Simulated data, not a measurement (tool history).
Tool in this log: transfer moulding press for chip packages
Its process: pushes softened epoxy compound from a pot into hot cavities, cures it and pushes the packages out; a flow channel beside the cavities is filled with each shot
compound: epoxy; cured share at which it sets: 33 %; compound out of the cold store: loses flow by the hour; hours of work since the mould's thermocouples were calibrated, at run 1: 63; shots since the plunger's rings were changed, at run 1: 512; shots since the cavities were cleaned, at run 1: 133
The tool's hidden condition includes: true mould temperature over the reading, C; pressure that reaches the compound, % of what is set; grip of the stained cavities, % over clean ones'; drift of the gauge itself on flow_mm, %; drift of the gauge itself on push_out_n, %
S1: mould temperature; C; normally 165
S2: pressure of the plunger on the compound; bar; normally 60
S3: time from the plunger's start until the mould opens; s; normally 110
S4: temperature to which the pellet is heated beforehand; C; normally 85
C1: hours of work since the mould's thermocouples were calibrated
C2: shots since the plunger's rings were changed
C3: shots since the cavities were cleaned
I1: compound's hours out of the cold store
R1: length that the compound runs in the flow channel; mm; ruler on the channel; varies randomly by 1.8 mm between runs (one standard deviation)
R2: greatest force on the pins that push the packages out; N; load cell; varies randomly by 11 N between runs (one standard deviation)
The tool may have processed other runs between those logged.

run 1 day=0 | S1=165 S2=60 S3=110 S4=85 | C1=63 C2=512 C3=133 | I1=41.3 | R1=530 R2=605
run 2 day=0.346 | S1=165 S2=60 S3=110 S4=85 | C1=68 C2=593 C3=214 | I1=44.5 | R1=527 R2=670
run 3 day=0.733 | S1=165 S2=60 S3=110 S4=85 | C1=73 C2=683 C3=304 | I1=40.1 | R1=536 R2=698
run 4 day=1.288 | S1=165 S2=60 S3=110 S4=85 | C1=80 C2=810 C3=431 | I1=44.3 | R1=526 R2=721
run 5 day=1.604 | S1=165 S2=60 S3=110 S4=85 | C1=84 C2=884 C3=505 | I1=38.1 | R1=536 R2=764
run 6 day=2.158 | S1=165 S2=60 S3=110 S4=85 | C1=91 C2=1013 C3=634 | I1=22.9 | R1=565 R2=836
run 7 day=2.454 | S1=164 S2=60 S3=110 S4=85 | C1=94 C2=1081 C3=702 | I1=38.9 | R1=534 R2=860
run 8 day=2.975 | S1=164 S2=60 S3=110 S4=85 | C1=101 C2=1203 C3=824 | I1=15.3 | R1=583 R2=934
run 9 day=3.475 | S1=164 S2=60 S3=110 S4=85 | C1=107 C2=1318 C3=939 | I1=28.5 | R1=556 R2=937
run 10 day=3.771 | S1=164 S2=60 S3=110 S4=85 | C1=111 C2=1387 C3=1008 | I1=13.8 | R1=585 R2=939
-- day=3.879 cavities cleaned with cleaning compound and waxed
run 11 day=4.35 | S1=161 S2=60 S3=112 S4=85 | C1=118 C2=1507 C3=110 | I1=45.5 | R1=526 R2=720
run 12 day=4.704 | S1=161 S2=60 S3=112 S4=85 | C1=122 C2=1589 C3=192 | I1=10.6 | R1=601 R2=852

Below, each run's measurement less what the same run would have read without the hidden state. Both values contain the same run-to-run variation, but the gauge's scatter may not be the same in both:
run=1 R1=-4 R2=+94
run=2 R1=-5 R2=+148
run=3 R1=-5 R2=+196
run=4 R1=-7 R2=+241
run=5 R1=-7 R2=+272
run=6 R1=-8 R2=+326
run=7 R1=-8 R2=+346
run=8 R1=-10 R2=+395
run=9 R1=-10 R2=+409
run=10 R1=-12 R2=+417
run=11 R1=-11 R2=+124
run=12 R1=-13 R2=+203

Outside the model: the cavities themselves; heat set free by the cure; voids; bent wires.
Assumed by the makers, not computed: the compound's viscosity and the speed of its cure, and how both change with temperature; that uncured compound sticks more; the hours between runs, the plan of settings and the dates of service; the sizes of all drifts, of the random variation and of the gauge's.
